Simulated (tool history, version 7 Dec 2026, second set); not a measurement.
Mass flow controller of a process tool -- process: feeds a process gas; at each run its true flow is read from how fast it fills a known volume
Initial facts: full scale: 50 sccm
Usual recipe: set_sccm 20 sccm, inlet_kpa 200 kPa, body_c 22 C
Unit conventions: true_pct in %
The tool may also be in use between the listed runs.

run,hour,set_sccm,inlet_kpa,body_c,true_pct
1,0.0,20,200,22,100.68
2,294.1,20,200,23,100.83
3,461.5,20,200,23,100.75
4,646.3,20,200,22,100.92
5,843.0,20,200,22,101.08
6,1130.7,20,200,22,101.26
7,1331.6,20,200,22,101.12
8,1628.1,20,200,20,101.17
9,1830.2,20,200,36,102.30
10,2063.4,20,200,22,101.45
11,2315.3,20,200,22,101.50
12,2617.2,20,200,22,101.72
13,2761.0,20,200,22,101.81
14,2914.9,20,200,22,101.80
15,3207.6,20,179,22,101.96
16,3365.0,15,179,22,102.62
# hour 3388.2: controller's zero set anew
17,3659.8,6,200,22,110.35
18,3958.1,20,200,30,103.88
19,4189.4,20,200,27,103.87
20,4362.2,7,200,22,109.64
# hour 4436.3: controller's zero set anew, once more
21,4553.5,20,200,22,100.44
22,4743.2,20,200,22,100.60
23,4939.1,20,200,22,100.67
24,5097.4,14,200,22,100.69
25,5334.7,8,273,40,102.18
26,5564.4,8,273,40,102.37
27,5747.5,8,273,40,102.47
28,6025.3,17,200,31,101.63
29,6237.7,23,254,31,101.84
30,6472.3,23,200,22,101.37
31,6670.8,23,205,28,101.76
32,6946.1,9,228,27,102.54
33,7242.9,38,228,27,102.04
34,7375.6,20,152,23,101.54
35,7640.1,7,166,24,103.17
36,7948.9,16,149,22,101.70
37,8086.5,16,252,24,102.40
38,8338.8,16,260,28,102.67
39,8643.0,20,200,21,102.16
40,8858.8,45,174,22,102.22
41,9036.8,20,255,29,102.94
42,9179.9,20,254,23,102.65
43,9361.7,32,200,22,102.27
44,9637.5,19,177,22,102.55
45,9903.5,17,177,34,103.67
46,10038.1,16,171,24,103.09
47,10332.4,16,171,24,103.17
48,10590.3,16,171,24,103.53

Consider 4 possible next runs. They are alternatives, not a sequence: every one starts from the tool as it was left by run 48. What does each give?
A,10768.8,13,171,24,?
B,10768.8,20,213,31,?
C,10768.8,20,233,29,?
D,10768.8,24,273,28,?

run,true_pct
A,103.76
B,103.72
C,103.45
D,103.55
Stripped of hidden state, with their random variation kept, the same runs would have yielded:
run,true_pct
A,98.84
B,99.69
C,99.42
D,99.79

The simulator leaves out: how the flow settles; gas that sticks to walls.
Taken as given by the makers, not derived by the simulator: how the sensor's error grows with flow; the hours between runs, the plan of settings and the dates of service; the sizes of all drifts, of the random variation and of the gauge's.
